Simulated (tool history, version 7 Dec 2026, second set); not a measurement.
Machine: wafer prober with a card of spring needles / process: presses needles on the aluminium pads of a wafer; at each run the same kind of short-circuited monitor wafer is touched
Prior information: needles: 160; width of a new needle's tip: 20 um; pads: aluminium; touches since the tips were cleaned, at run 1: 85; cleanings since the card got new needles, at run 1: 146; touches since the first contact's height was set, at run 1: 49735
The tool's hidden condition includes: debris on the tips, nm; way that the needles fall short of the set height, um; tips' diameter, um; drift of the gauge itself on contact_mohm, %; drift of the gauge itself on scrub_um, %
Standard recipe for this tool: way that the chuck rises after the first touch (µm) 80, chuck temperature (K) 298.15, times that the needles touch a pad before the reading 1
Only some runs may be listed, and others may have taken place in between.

| run | hour | way that the chuck rises after the first touch (µm) | chuck temperature (K) | times that the needles touch a pad before the reading | touches since the tips were cleaned | cleanings since the card got new needles | touches since the first contact's height was set | resistance of one needle with its contact and lead (mohm) | way that a needle slides on the pad (µm) |
|---|---|---|---|---|---|---|---|---|---|
| 1 | 0.0 | 80 | 298.15 | 1 | 85 | 146 | 49735 | 207 | 16.28 |
|  | 12.6 | tips cleaned on abrasive film |
|  | 28.1 | tips cleaned on abrasive film |
|  | 40.7 | tips cleaned on abrasive film |
| 2 | 42.9 | 80 | 298.15 | 1 | 904 | 149 | 67117 | 239 | 16.26 |
|  | 55.5 | tips cleaned on abrasive film |
|  | 71.2 | tips cleaned on abrasive film |
|  | 86.9 | tips cleaned on abrasive film |
|  | 102.6 | tips cleaned on abrasive film |
| 3 | 110.1 | 80 | 298.15 | 1 | 3091 | 153 | 94397 | 295 | 16.02 |
|  | 116.5 | tips cleaned on abrasive film |
|  | 129.1 | tips cleaned on abrasive film |
|  | 144.4 | tips cleaned on abrasive film |
| 4 | 147.8 | 80 | 298.15 | 1 | 1368 | 156 | 109640 | 259 | 15.91 |
|  | 157.2 | tips cleaned on abrasive film |
|  | 172.8 | tips cleaned on abrasive film |
|  | 188.5 | tips cleaned on abrasive film |
|  | 204.1 | tips cleaned on abrasive film |
| 5 | 204.4 | 80 | 298.15 | 1 | 155 | 160 | 132588 | 218 | 16.13 |
|  | 216.7 | tips cleaned on abrasive film |
|  | 232.4 | tips cleaned on abrasive film |
| 6 | 240.7 | 80 | 298.15 | 3 | 3407 | 162 | 147323 | 239 | 15.97 |
|  | 247.1 | tips cleaned on abrasive film |
|  | 259.7 | tips cleaned on abrasive film |
|  | 275.4 | tips cleaned on abrasive film |
|  | 283.0 | height of the first contact set anew |
| 7 | 283.0 | 80 | 387.15 | 1 | 2986 | 165 | 0 | 302 | 16.52 |
|  | 289.2 | tips cleaned on abrasive film |
|  | 304.7 | tips cleaned on abrasive film |
|  | 317.3 | tips cleaned on abrasive film |
|  | 332.9 | tips cleaned on abrasive film |
| 8 | 340.5 | 82 | 298.15 | 1 | 3116 | 169 | 23316 | 294 | 16.82 |
|  | 346.9 | tips cleaned on abrasive film |
|  | 358.9 | card fitted with new needles |
|  | 374.4 | tips cleaned on abrasive film |
| 9 | 384.8 | 82 | 298.15 | 1 | 4272 | 1 | 10558 | 265 | 16.90 |
|  | 388.1 | tips cleaned on abrasive film |
|  | 403.5 | tips cleaned on abrasive film |
|  | 419.0 | tips cleaned on abrasive film |
|  | 434.7 | tips cleaned on abrasive film |
| 10 | 440.0 | 76 | 321.15 | 2 | 2172 | 5 | 32901 | 232 | 15.54 |
|  | 449.3 | tips cleaned on abrasive film |
|  | 464.3 | tips cleaned on abrasive film |
|  | 476.9 | tips cleaned on abrasive film |
|  | 492.6 | tips cleaned on abrasive film |
| 11 | 494.8 | 76 | 321.15 | 2 | 921 | 9 | 55127 | 223 | 15.57 |
|  | 507.4 | tips cleaned on abrasive film |
|  | 523.1 | tips cleaned on abrasive film |
|  | 538.6 | tips cleaned on abrasive film |
| 12 | 549.0 | 72 | 321.15 | 2 | 4263 | 12 | 77117 | 261 | 14.61 |
|  | 552.3 | tips cleaned on abrasive film |
|  | 564.8 | tips cleaned on abrasive film |
|  | 580.5 | tips cleaned on abrasive film |
|  | 596.2 | tips cleaned on abrasive film |
| 13 | 601.9 | 80 | 298.15 | 2 | 2304 | 16 | 98518 | 233 | 16.16 |
|  | 611.3 | tips cleaned on abrasive film |
|  | 627.0 | tips cleaned on abrasive film |
|  | 642.7 | tips cleaned on abrasive film |
| 14 | 650.2 | 66 | 301.15 | 1 | 3079 | 19 | 118118 | 308 | 13.13 |
|  | 656.5 | tips cleaned on abrasive film |
|  | 672.2 | tips cleaned on abrasive film |
|  | 687.9 | tips cleaned on abrasive film |
|  | 703.6 | tips cleaned on abrasive film |
|  | 717.7 | tips cleaned on abrasive film |
| 15 | 717.7 | 83 | 301.15 | 3 | 0 | 24 | 145438 | 200 | 16.55 |
|  | 733.4 | tips cleaned on abrasive film |
|  | 745.9 | tips cleaned on abrasive film |
|  | 761.6 | tips cleaned on abrasive film |
|  | 765.0 | height of the first contact set anew |
| 16 | 771.1 | 76 | 341.15 | 2 | 3738 | 27 | 2466 | 251 | 15.80 |
|  | 777.4 | tips cleaned on abrasive film |
|  | 793.1 | tips cleaned on abrasive film |
|  | 805.7 | tips cleaned on abrasive film |
| 17 | 814.7 | 76 | 341.15 | 2 | 3651 | 30 | 20121 | 254 | 15.64 |

4 ways to go on from here, each from the tool as it stands after run 17. What would each give?
|  | 821.0 | tips cleaned on abrasive film |
|  | 836.7 | tips cleaned on abrasive film |
|  | 852.4 | tips cleaned on abrasive film |
| A | 853.2 | 80 | 319.15 | 1 | 347 | 33 | 35746 | ? | ? |
|  | 821.0 | tips cleaned on abrasive film |
|  | 836.7 | tips cleaned on abrasive film |
|  | 852.4 | tips cleaned on abrasive film |
| B | 853.2 | 67 | 378.15 | 2 | 347 | 33 | 35746 | ? | ? |
|  | 821.0 | tips cleaned on abrasive film |
|  | 836.7 | tips cleaned on abrasive film |
|  | 852.4 | tips cleaned on abrasive film |
| C | 853.2 | 92 | 313.15 | 2 | 347 | 33 | 35746 | ? | ? |
|  | 821.0 | tips cleaned on abrasive film |
|  | 836.7 | tips cleaned on abrasive film |
|  | 852.4 | tips cleaned on abrasive film |
| D | 853.2 | 80 | 298.15 | 2 | 347 | 33 | 35746 | ? | ? |

| run | resistance of one needle with its contact and lead (mohm) | way that a needle slides on the pad (µm) |
|---|---|---|
| A | 221 | 16.38 |
| B | 230 | 13.74 |
| C | 208 | 18.94 |
| D | 207 | 16.36 |
What these runs would have given with no unlogged condition in the tool:
| run | resistance of one needle with its contact and lead (mohm) | way that a needle slides on the pad (µm) |
|---|---|---|
| A | 204 | 16.52 |
| B | 217 | 13.87 |
| C | 200 | 19.07 |
| D | 196 | 16.49 |

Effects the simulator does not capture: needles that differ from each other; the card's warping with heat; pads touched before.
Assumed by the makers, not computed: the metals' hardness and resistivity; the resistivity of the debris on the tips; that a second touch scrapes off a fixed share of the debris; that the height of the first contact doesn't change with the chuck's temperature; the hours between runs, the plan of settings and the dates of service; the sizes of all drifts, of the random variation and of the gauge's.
